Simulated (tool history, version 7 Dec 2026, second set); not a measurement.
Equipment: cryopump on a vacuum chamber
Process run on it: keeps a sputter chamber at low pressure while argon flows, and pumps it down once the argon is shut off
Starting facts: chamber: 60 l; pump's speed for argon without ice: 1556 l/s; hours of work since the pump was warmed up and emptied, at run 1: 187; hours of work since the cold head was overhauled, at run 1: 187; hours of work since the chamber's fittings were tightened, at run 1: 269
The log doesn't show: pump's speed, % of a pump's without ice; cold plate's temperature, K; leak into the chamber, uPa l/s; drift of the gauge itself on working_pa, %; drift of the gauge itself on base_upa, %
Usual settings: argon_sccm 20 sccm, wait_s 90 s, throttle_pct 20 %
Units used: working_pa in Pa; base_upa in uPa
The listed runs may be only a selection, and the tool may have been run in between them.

run,hour,argon_sccm,wait_s,throttle_pct,hours of work since the pump was warmed up and emptied,hours of work since the cold head was overhauled,hours of work since the chamber's fittings were tightened,working_pa,base_upa
1,0,20,90,20,187,187,269,0.1096,0.99
2,40.6,20,90,20,215,215,297,0.1092,1.06
3,63.7,20,90,20,231,231,313,0.1099,1.04
4,97.6,20,90,20,254,254,336,0.1106,1.1
5,137.4,20,90,20,282,282,363,0.1099,1.08
6,183.3,15,90,19,314,314,395,0.0863,1.09
7,227.7,20,90,34,344,344,426,0.0648,1.2
8,273.1,11,129,36,376,376,457,0.034,1.05
9,316,11,129,36,405,405,487,0.0346,1.1

Run 10, settings as shown, results not yet in. Your forecast:
10,354.5,20,284,20,432,432,513,?,?

{"run 10": {"working_pa": 0.1108, "base_upa": 0.91}}
On a tool with no hidden condition, and with the same random variation, this run would have come out at working_pa 0.1089 Pa, base_upa 0.33 uPa.

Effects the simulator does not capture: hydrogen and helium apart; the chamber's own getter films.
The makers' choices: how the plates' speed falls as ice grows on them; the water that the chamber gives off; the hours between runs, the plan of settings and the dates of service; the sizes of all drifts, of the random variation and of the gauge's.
